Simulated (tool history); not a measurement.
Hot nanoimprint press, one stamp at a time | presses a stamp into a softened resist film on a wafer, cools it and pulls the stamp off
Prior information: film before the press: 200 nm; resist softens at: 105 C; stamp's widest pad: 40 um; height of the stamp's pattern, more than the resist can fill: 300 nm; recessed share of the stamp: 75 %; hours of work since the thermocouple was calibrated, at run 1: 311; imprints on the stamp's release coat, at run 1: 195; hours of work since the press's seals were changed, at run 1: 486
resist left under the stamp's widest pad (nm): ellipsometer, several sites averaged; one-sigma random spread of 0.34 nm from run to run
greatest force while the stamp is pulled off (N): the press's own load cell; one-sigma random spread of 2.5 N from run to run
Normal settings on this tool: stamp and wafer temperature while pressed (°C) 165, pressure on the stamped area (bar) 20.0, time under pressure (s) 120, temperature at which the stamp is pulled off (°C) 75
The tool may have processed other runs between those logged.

run,hour,stamp and wafer temperature while pressed (°C),pressure on the stamped area (bar),time under pressure (s),temperature at which the stamp is pulled off (°C),hours of work since the thermocouple was calibrated,imprints on the stamp's release coat,hours of work since the press's seals were changed,resist left under the stamp's widest pad (nm),greatest force while the stamp is pulled off (N)
1,0.0,165,20.0,120,75,311,195,486,75.1,116
2,10.2,165,20.0,120,75,318,239,494,75.8,122
3,28.2,165,20.0,114,75,330,318,506,77.2,123
4,41.8,165,20.0,114,75,340,377,516,77.7,116
5,51.9,165,20.0,114,75,347,421,523,78.4,118
6,66.3,165,20.6,120,75,357,484,533,75.4,122
7,75.6,165,20.6,120,75,364,524,539,75.5,124
8,85.6,165,20.0,120,75,371,568,546,75.9,125
9,94.6,165,20.0,120,69,377,607,553,76.5,134
# hour 98.7: plate thermocouple calibrated
10,108.7,165,20.0,120,69,7,655,561,77.0,135
11,122.7,165,20.0,120,69,17,716,570,77.1,133
12,135.2,157,20.0,120,75,26,771,579,110.9,127
13,150.1,157,20.0,120,75,36,836,590,111.2,133
14,165.2,157,20.0,120,75,47,902,600,111.4,129
# hour 171.2: plate thermocouple calibrated, once more
15,180.5,157,20.0,120,75,7,955,609,107.1,127
16,189.3,157,20.0,120,75,13,993,615,108.4,132
17,206.0,175,24.7,120,75,24,1066,627,43.3,133
18,219.8,161,26.1,75,65,34,1127,636,97.1,146
19,229.6,159,20.0,120,70,41,1169,643,98.7,142
# hour 249.2: press's hydraulic seals changed and the load cell set to zero
20,249.4,174,13.6,120,82,49,1220,0,58.4,122
21,260.2,176,13.8,71,65,57,1268,8,67.2,151
22,272.5,167,20.0,195,75,65,1321,16,53.6,140
# hour 281.0: stamp cleaned and given a new release coat
23,289.7,165,28.0,104,75,73,38,24,66.4,117
24,309.0,167,25.2,125,64,87,122,38,58.8,131
25,318.0,167,25.2,125,64,93,161,44,59.1,128
26,334.1,170,25.2,125,67,104,231,55,51.1,130
27,347.2,170,25.2,125,67,114,289,64,51.4,129
28,358.6,170,25.2,125,67,122,338,72,51.1,132
29,371.0,156,25.2,125,67,130,392,81,101.7,131
30,387.9,173,20.0,123,75,142,466,93,50.2,125

3 ways to go on from here, each from the tool as it stands after run 30. What would each give?
A,399.0,176,20.0,78,75,150,514,101,?,?
B,399.0,170,20.0,120,75,150,514,101,?,?
C,399.0,173,20.0,123,74,150,514,101,?,?

run,resist left under the stamp's widest pad (nm),greatest force while the stamp is pulled off (N)
A,55.1,122
B,58.2,127
C,50.0,123
Without the tool's unlogged condition, the same runs would have read:
run,resist left under the stamp's widest pad (nm),greatest force while the stamp is pulled off (N)
A,54.3,111
B,57.2,116
C,49.2,113
